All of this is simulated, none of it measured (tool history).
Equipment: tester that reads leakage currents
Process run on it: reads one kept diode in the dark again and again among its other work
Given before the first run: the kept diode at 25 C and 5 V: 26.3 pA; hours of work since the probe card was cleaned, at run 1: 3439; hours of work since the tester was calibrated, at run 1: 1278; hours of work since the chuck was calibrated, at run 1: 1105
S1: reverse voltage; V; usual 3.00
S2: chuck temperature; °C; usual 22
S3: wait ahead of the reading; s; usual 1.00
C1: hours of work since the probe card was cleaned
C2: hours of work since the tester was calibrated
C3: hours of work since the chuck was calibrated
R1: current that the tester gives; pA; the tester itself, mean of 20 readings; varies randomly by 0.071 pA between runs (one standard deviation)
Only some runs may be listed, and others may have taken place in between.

run,hour,S1,S2,S3,C1,C2,C3,R1
1,0.0,3.00,22,1.00,3439,1278,1105,15.67
2,140.9,3.00,22,1.00,3529,1369,1196,15.65
# hour 349.3: probe card cleaned and baked
3,401.6,3.00,22,1.00,33,1534,1361,14.59
4,554.3,3.00,22,1.00,131,1632,1459,14.48
5,779.5,3.00,22,1.00,276,1776,1603,14.50
6,938.0,3.00,22,0.43,377,1877,1704,14.51
7,1191.9,3.00,22,0.43,540,2040,1867,14.28
8,1324.7,3.00,22,0.43,625,2125,1952,14.22
9,1582.2,3.00,22,0.43,790,2290,2117,14.06
10,1746.9,3.00,22,0.43,895,2396,2223,13.88
11,1940.2,3.00,22,0.43,1019,2520,2347,13.91
# hour 1958.3: chuck's temperature calibrated
12,2187.5,3.00,38,0.43,1176,2677,147,70.70
13,2356.8,3.00,38,0.43,1285,2785,255,69.88
14,2546.1,3.00,22,1.00,1406,2907,377,16.53
# hour 2569.7: tester calibrated
15,2794.6,3.00,22,1.00,1564,144,535,16.56
16,2932.8,3.00,22,1.00,1653,233,623,16.33
17,3099.0,3.00,22,0.34,1759,339,730,16.60
18,3306.5,3.00,22,0.34,1892,472,863,16.42
19,3549.9,3.00,22,0.34,2048,628,1019,16.27
# hour 3625.7: tester calibrated, once more
20,3669.6,3.00,22,0.34,2124,28,1094,15.84
21,3876.6,17.26,49,1.41,2256,161,1227,307.65
22,4093.0,17.26,49,1.41,2395,299,1365,306.07
23,4237.0,17.26,49,1.41,2487,392,1457,301.93
24,4456.4,7.90,33,1.86,2628,532,1598,58.53
25,4590.2,2.46,22,1.81,2713,618,1684,13.82

What will run 26 give?
26,4747.7,1.02,22,1.26,2814,719,1785,?

For run 26 the tool returned R1 9.69 pA.
The same run, on a tool lacking any hidden state, would have yielded R1 11.07 pA.

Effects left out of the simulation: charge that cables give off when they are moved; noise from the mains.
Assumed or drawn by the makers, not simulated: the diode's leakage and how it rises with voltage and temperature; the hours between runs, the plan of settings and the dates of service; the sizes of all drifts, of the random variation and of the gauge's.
